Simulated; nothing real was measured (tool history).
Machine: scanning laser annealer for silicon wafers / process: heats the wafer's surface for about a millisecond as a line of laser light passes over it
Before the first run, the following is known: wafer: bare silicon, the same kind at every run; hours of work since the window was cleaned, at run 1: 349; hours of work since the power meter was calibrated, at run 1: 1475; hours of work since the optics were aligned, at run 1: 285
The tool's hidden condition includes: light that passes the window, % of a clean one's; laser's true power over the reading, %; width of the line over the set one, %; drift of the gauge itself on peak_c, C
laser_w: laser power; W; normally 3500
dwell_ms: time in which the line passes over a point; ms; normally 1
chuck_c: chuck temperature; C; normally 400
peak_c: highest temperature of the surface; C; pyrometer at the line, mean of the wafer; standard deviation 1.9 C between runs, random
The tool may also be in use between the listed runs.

| run | hour | laser_w | dwell_ms | chuck_c | hours of work since the window was cleaned | hours of work since the power meter was calibrated | hours of work since the optics were aligned | peak_c |
|---|---|---|---|---|---|---|---|---|
| 1 | 0 | 3500 | 1 | 400 | 349 | 1475 | 285 | 1136 |
| 2 | 51.1 | 3500 | 1 | 400 | 377 | 1503 | 314 | 1133 |
| 3 | 91.6 | 3068 | 1 | 400 | 400 | 1526 | 337 | 1030 |
| 4 | 164.8 | 3068 | 1 | 400 | 441 | 1567 | 378 | 1030 |
| 5 | 226.2 | 3068 | 1 | 400 | 475 | 1601 | 412 | 1026 |
| 6 | 277.2 | 3136 | 1 | 400 | 504 | 1630 | 440 | 1043 |
| 7 | 329.4 | 3500 | 1 | 400 | 533 | 1659 | 470 | 1128 |
| 8 | 372.4 | 3500 | 1 | 400 | 557 | 1683 | 494 | 1121 |
| 9 | 410.7 | 3626 | 1 | 400 | 578 | 1704 | 515 | 1155 |
| 10 | 477 | 3626 | 1 | 400 | 616 | 1742 | 552 | 1155 |
| 11 | 520.5 | 3545 | 1.06 | 428 | 640 | 1766 | 577 | 1183 |
| 12 | 575.6 | 3423 | 1 | 409 | 671 | 1797 | 607 | 1109 |
| 13 | 650.6 | 3423 | 1 | 409 | 713 | 1839 | 649 | 1113 |
| 14 | 725.7 | 3423 | 1 | 409 | 755 | 1881 | 691 | 1110 |
| 15 | 757.4 | 3423 | 1 | 409 | 772 | 1898 | 709 | 1108 |
|  | 805.8 | window over the wafer cleaned |
| 16 | 818 | 3423 | 1 | 409 | 7 | 1931 | 742 | 1135 |
| 17 | 880.9 | 3650 | 1.24 | 376 | 42 | 1966 | 777 | 1235 |

Predict each of these 5 candidate next runs independently; none follows another, all start after run 17:
| A | 926.2 | 3500 | 1 | 384 | 67 | 1992 | 802 | ? |
| B | 926.2 | 3500 | 1.23 | 409 | 67 | 1992 | 802 | ? |
| C | 926.2 | 3412 | 0.75 | 374 | 67 | 1992 | 802 | ? |
| D | 926.2 | 3660 | 1.06 | 400 | 67 | 1992 | 802 | ? |
| E | 926.2 | 3073 | 0.98 | 400 | 67 | 1992 | 802 | ? |

| run | peak_c |
|---|---|
| A | 1124 |
| B | 1224 |
| C | 1002 |
| D | 1203 |
| E | 1034 |
Stripped of hidden state, with their random variation kept, the same runs would have yielded:
| run | peak_c |
|---|---|
| A | 1136 |
| B | 1237 |
| C | 1012 |
| D | 1216 |
| E | 1044 |
